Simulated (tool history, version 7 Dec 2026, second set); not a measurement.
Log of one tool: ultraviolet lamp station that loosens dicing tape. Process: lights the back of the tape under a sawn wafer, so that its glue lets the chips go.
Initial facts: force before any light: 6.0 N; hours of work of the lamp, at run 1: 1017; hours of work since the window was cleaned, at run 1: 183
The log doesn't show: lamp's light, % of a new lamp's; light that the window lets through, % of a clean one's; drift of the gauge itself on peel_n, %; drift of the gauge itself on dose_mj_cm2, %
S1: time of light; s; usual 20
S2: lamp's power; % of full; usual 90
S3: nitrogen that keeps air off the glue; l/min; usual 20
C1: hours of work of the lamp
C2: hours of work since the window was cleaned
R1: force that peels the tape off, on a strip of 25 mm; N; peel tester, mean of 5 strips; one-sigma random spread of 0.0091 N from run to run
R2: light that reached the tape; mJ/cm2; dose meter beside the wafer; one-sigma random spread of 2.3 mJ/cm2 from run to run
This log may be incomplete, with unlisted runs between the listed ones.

run   hour  S1  S2  S3    C1   C2     R1   R2
  1    0.0  20  90  20  1017  183  0.902  152
  2   34.9  20  90  20  1041  207  0.954  144
  3   59.0  20  90  20  1057  223  0.992  140
      87.0  -- window cleaned of glue's vapour
  4  103.7  20  90  20  1086   11  1.247  127
  5  152.4  20  75  20  1119   44  1.615  102
  6  187.3  22  90  20  1143   67  1.210  128
  7  216.4  22  90  20  1162   87  1.259  123
     233.1  -- window cleaned of glue's vapour, once more
  8  264.0  22  90  20  1194   21  0.761  167
  9  306.8  22  90  20  1222   49  0.763  165
 10  354.8  37  90  16  1255   82  0.334  263

The next listed run, before its measurement:
     379.4  -- lamp changed
 11  399.8  21  90  16  14  111   ?   ?

R1: 0.516 N
R2: 224 mJ/cm2
Were there no unlogged condition in the tool, this run, its random variation unchanged, would have produced R1 0.430 N, R2 243 mJ/cm2.
